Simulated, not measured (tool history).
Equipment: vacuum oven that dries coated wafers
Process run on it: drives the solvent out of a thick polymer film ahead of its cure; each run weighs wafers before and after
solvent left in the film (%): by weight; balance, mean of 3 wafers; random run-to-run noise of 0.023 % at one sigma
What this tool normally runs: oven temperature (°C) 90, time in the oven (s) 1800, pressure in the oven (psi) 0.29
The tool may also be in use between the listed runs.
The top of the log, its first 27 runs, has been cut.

{"run": 28, "hour": 2153.0, "oven temperature (°C)": 90, "time in the oven (s)": 1020, "pressure in the oven (psi)": 0.265, "solvent left in the film (%)": 3.91}
{"run": 29, "hour": 2201.6, "oven temperature (°C)": 94, "time in the oven (s)": 1740, "pressure in the oven (psi)": 0.265, "solvent left in the film (%)": 1.42}
{"run": 30, "hour": 2277.2, "oven temperature (°C)": 98, "time in the oven (s)": 1920, "pressure in the oven (psi)": 0.17, "solvent left in the film (%)": 0.73}
{"hour": 2363.6, "done": "oven's thermocouples calibrated"}
{"run": 31, "hour": 2382.7, "oven temperature (°C)": 77, "time in the oven (s)": 2160, "pressure in the oven (psi)": 0.902, "solvent left in the film (%)": 10.79}
{"run": 32, "hour": 2477.9, "oven temperature (°C)": 105, "time in the oven (s)": 1140, "pressure in the oven (psi)": 0.902, "solvent left in the film (%)": 2.84}
{"run": 33, "hour": 2524.3, "oven temperature (°C)": 105, "time in the oven (s)": 2100, "pressure in the oven (psi)": 0.902, "solvent left in the film (%)": 2.75}
{"run": 34, "hour": 2618.7, "oven temperature (°C)": 89, "time in the oven (s)": 2520, "pressure in the oven (psi)": 0.297, "solvent left in the film (%)": 1.91}
{"run": 35, "hour": 2721.1, "oven temperature (°C)": 89, "time in the oven (s)": 2520, "pressure in the oven (psi)": 0.297, "solvent left in the film (%)": 1.88}
{"run": 36, "hour": 2777.0, "oven temperature (°C)": 90, "time in the oven (s)": 1260, "pressure in the oven (psi)": 0.727, "solvent left in the film (%)": 5.35}
{"run": 37, "hour": 2865.0, "oven temperature (°C)": 90, "time in the oven (s)": 1260, "pressure in the oven (psi)": 0.727, "solvent left in the film (%)": 5.28}
{"run": 38, "hour": 2926.2, "oven temperature (°C)": 104, "time in the oven (s)": 900, "pressure in the oven (psi)": 0.29, "solvent left in the film (%)": 1.18}
{"run": 39, "hour": 3032.2, "oven temperature (°C)": 104, "time in the oven (s)": 900, "pressure in the oven (psi)": 0.29, "solvent left in the film (%)": 1.16}
{"run": 40, "hour": 3132.7, "oven temperature (°C)": 90, "time in the oven (s)": 1800, "pressure in the oven (psi)": 0.904, "solvent left in the film (%)": 5.12}
{"run": 41, "hour": 3202.1, "oven temperature (°C)": 81, "time in the oven (s)": 1260, "pressure in the oven (psi)": 0.415, "solvent left in the film (%)": 7.71}
{"run": 42, "hour": 3311.1, "oven temperature (°C)": 76, "time in the oven (s)": 1200, "pressure in the oven (psi)": 1.043, "solvent left in the film (%)": 14.26}
{"run": 43, "hour": 3380.0, "oven temperature (°C)": 76, "time in the oven (s)": 1200, "pressure in the oven (psi)": 1.043, "solvent left in the film (%)": 14.18}
{"run": 44, "hour": 3453.4, "oven temperature (°C)": 76, "time in the oven (s)": 1200, "pressure in the oven (psi)": 1.043, "solvent left in the film (%)": 14.02}
{"run": 45, "hour": 3535.3, "oven temperature (°C)": 78, "time in the oven (s)": 1200, "pressure in the oven (psi)": 0.757, "solvent left in the film (%)": 11.25}
{"hour": 3631.8, "done": "oven's thermocouples calibrated"}
{"run": 46, "hour": 3637.1, "oven temperature (°C)": 89, "time in the oven (s)": 1800, "pressure in the oven (psi)": 0.547, "solvent left in the film (%)": 3.97}

4 options for the next run, each taken on its own from the tool as it stands now. Forecast them:
{"run": "A", "hour": 3738.6, "oven temperature (°C)": 97, "time in the oven (s)": 2580, "pressure in the oven (psi)": 0.547, "solvent left in the film (%)": "?"}
{"run": "B", "hour": 3738.6, "oven temperature (°C)": 96, "time in the oven (s)": 1800, "pressure in the oven (psi)": 0.775, "solvent left in the film (%)": "?"}
{"run": "C", "hour": 3738.6, "oven temperature (°C)": 90, "time in the oven (s)": 1860, "pressure in the oven (psi)": 0.309, "solvent left in the film (%)": "?"}
{"run": "D", "hour": 3738.6, "oven temperature (°C)": 76, "time in the oven (s)": 1080, "pressure in the oven (psi)": 0.461, "solvent left in the film (%)": "?"}

run=A solvent_left_in_the_film_(%)=2.33
run=B solvent_left_in_the_film_(%)=3.46
run=C solvent_left_in_the_film_(%)=2.39
run=D solvent_left_in_the_film_(%)=12.22
With no hidden state in the tool, these same runs would have given:
run=A solvent_left_in_the_film_(%)=2.24
run=B solvent_left_in_the_film_(%)=3.39
run=C solvent_left_in_the_film_(%)=2.31
run=D solvent_left_in_the_film_(%)=12.21
